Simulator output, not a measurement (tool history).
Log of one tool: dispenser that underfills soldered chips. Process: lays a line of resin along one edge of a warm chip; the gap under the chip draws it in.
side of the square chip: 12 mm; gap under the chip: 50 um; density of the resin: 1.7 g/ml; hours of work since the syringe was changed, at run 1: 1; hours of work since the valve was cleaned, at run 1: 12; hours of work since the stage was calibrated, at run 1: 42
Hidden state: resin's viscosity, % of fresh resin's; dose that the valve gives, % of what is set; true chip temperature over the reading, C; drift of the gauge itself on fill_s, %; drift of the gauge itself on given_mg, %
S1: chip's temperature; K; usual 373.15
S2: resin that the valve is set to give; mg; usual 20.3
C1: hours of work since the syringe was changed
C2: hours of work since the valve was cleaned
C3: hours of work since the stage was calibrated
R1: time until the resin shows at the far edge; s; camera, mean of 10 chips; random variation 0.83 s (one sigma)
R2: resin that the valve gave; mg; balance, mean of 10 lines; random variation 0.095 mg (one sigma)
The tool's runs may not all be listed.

Run 1, hour 0: usual settings; C1 1; C2 12; C3 42. Result: R1 82.4 s, R2 20.1 mg.
Run 2, hour 3.4: usual settings but S2 26.1 mg; C1 3; C2 14; C3 44. Result: R1 88 s, R2 25.95 mg.
Run 3, hour 7: usual settings but S1 383.15 K; C1 6; C2 16; C3 46. Result: R1 65.9 s, R2 20.25 mg.
At hour 10.2: new syringe of resin.
Run 4, hour 13.6: usual settings but S1 383.15 K; C1 2; C2 20; C3 50. Result: R1 59.2 s, R2 19.88 mg.
Run 5, hour 20.3: usual settings but S1 362.15 K; C1 6; C2 25; C3 54. Result: R1 165.8 s, R2 20.08 mg.
At hour 22.3: new syringe of resin.
Run 6, hour 25.6: usual settings; C1 2; C2 28; C3 57. Result: R1 84.1 s, R2 19.95 mg.
Run 7, hour 32.8: usual settings but S1 363.15 K; C1 7; C2 32; C3 62. Result: R1 155.7 s, R2 19.85 mg.
At hour 34.6: new syringe of resin.
Run 8, hour 37.2: usual settings but S2 18.5 mg; C1 2; C2 35; C3 64. Result: R1 85.7 s, R2 18.02 mg.
Run 9, hour 43.8: usual settings but S1 377.15 K, S2 18.5 mg; C1 6; C2 39; C3 69. Result: R1 85.8 s, R2 17.97 mg.
At hour 46.4: new syringe of resin.
Run 10, hour 51.2: usual settings but S1 377.15 K, S2 18.5 mg; C1 3; C2 44; C3 73. Result: R1 76.2 s, R2 17.95 mg.
Run 11, hour 57.6: usual settings but S1 377.15 K, S2 18.5 mg; C1 7; C2 48; C3 77. Result: R1 90.9 s, R2 17.77 mg.
At hour 58.3: new syringe of resin.
Run 12, hour 64.3: usual settings but S1 360.15 K, S2 18.5 mg; C1 4; C2 52; C3 81. Result: R1 164.4 s, R2 17.81 mg.
At hour 70.1: new syringe of resin.
Run 13, hour 70.1: usual settings but S1 360.15 K, S2 18.5 mg; C1 0; C2 55; C3 84. Result: R1 138.5 s, R2 17.76 mg.
Run 14, hour 73.5: usual settings but S1 360.15 K, S2 18.5 mg; C1 2; C2 57; C3 87. Result: R1 153.6 s, R2 17.89 mg.
Run 15, hour 77.2: usual settings but S1 360.15 K, S2 18.5 mg; C1 4; C2 59; C3 89. Result: R1 167.7 s, R2 17.74 mg.
At hour 82.1: new syringe of resin.
Run 16, hour 84.1: usual settings but S1 360.15 K, S2 18.5 mg; C1 1; C2 64; C3 93. Result: R1 144.3 s, R2 17.72 mg.
Run 17, hour 90.8: usual settings but S2 21.5 mg; C1 5; C2 68; C3 97. Result: R1 97.9 s, R2 20.62 mg.
At hour 94: new syringe of resin.
Run 18, hour 98.1: usual settings but S2 21.5 mg; C1 3; C2 72; C3 102. Result: R1 89.3 s, R2 20.5 mg.
Run 19, hour 103.7: usual settings but S1 377.15 K, S2 19.4 mg; C1 6; C2 76; C3 105. Result: R1 86.9 s, R2 18.46 mg.
At hour 106.2: new syringe of resin.
Run 20, hour 107.6: usual settings but S1 377.15 K, S2 19.4 mg; C1 1; C2 78; C3 108. Result: R1 68.6 s, R2 18.39 mg.
Run 21, hour 112.4: usual settings but S1 377.15 K, S2 19.4 mg; C1 4; C2 81; C3 111. Result: R1 79.2 s, R2 18.42 mg.
At hour 118: new syringe of resin.
Run 22, hour 119.7: usual settings but S1 377.15 K, S2 19.4 mg; C1 1; C2 85; C3 115. Result: R1 69.1 s, R2 18.33 mg.
Run 23, hour 125.4: usual settings but S1 361.15 K, S2 19.5 mg; C1 5; C2 89; C3 118. Result: R1 161.9 s, R2 18.3 mg.
Run 24, hour 129.5: usual settings but S1 361.15 K, S2 19.5 mg; C1 7; C2 92; C3 121. Result: R1 180.7 s, R2 18.32 mg.
At hour 130.3: new syringe of resin.
Run 25, hour 132.9: usual settings but S1 361.15 K, S2 19.5 mg; C1 2; C2 94; C3 123. Result: R1 141 s, R2 18.36 mg.
Run 26, hour 139.8: usual settings but S1 361.15 K, S2 19.5 mg; C1 6; C2 98; C3 127. Result: R1 170.6 s, R2 18.27 mg.
At hour 142.5: new syringe of resin.
Run 27, hour 144.6: usual settings but S1 382.15 K; C1 1; C2 101; C3 130. Result: R1 56.8 s, R2 18.92 mg.
Run 28, hour 150.8: usual settings but S1 362.15 K; C1 5; C2 105; C3 134. Result: R1 157.6 s, R2 18.75 mg.
At hour 154.4: new syringe of resin.
Run 29, hour 154.8: usual settings but S1 362.15 K; C1 0; C2 107; C3 136. Result: R1 124.8 s, R2 19.03 mg.
Run 30, hour 159.4: usual settings but S1 385.15 K, S2 19.6 mg; C1 3; C2 110; C3 139. Result: R1 54.7 s, R2 18.06 mg.
At hour 162.3: dispensing valve cleaned and set on the balance.
Run 31, hour 165.8: usual settings but S2 25 mg; C1 7; C2 2; C3 143. Result: R1 99.6 s, R2 24.96 mg.
At hour 167.2: new syringe of resin.
Run 32, hour 169.7: usual settings but S2 25 mg; C1 2; C2 4; C3 145. Result: R1 82.4 s, R2 25.05 mg.
Run 33, hour 174.8: usual settings but S2 25 mg; C1 5; C2 8; C3 148. Result: R1 93.5 s, R2 25.11 mg.
Run 34, hour 177.9: usual settings but S1 368.15 K, S2 21.9 mg; C1 7; C2 10; C3 150. Result: R1 127.6 s, R2 21.81 mg.
At hour 179.2: new syringe of resin.
Run 35, hour 184.7: usual settings but S1 371.15 K; C1 3; C2 14; C3 154. Result: R1 98.4 s, R2 20.12 mg.
At hour 191.1: new syringe of resin.
Run 36, hour 192: usual settings but S1 359.15 K, S2 24.1 mg; C1 1; C2 18; C3 159. Result: R1 140.5 s, R2 23.67 mg.

Forecast each of these 4 alternatives for the next run:
Run A, hour 197.4: usual settings but S1 362.15 K; C1 4; C2 21; C3 162. Result: R1 ?, R2 ?.
Run B, hour 197.4: usual settings but S1 383.15 K, S2 23 mg; C1 4; C2 21; C3 162. Result: R1 ?, R2 ?.
Run C, hour 197.4: usual settings but S1 370.15 K, S2 24.1 mg; C1 4; C2 21; C3 162. Result: R1 ?, R2 ?.
Run D, hour 197.4: usual settings but S1 359.15 K, S2 23.5 mg; C1 4; C2 21; C3 162. Result: R1 ?, R2 ?.

run     R1     R2
  A  147.5  20.21
  B   60.7  22.79
  C  105.2  23.82
  D  166.8  23.18
Without the tool's hidden state the same runs would have given:
run     R1     R2
  A  123.1  20.47
  B   50.8  23.08
  C     88  24.13
  D  139.2  23.48
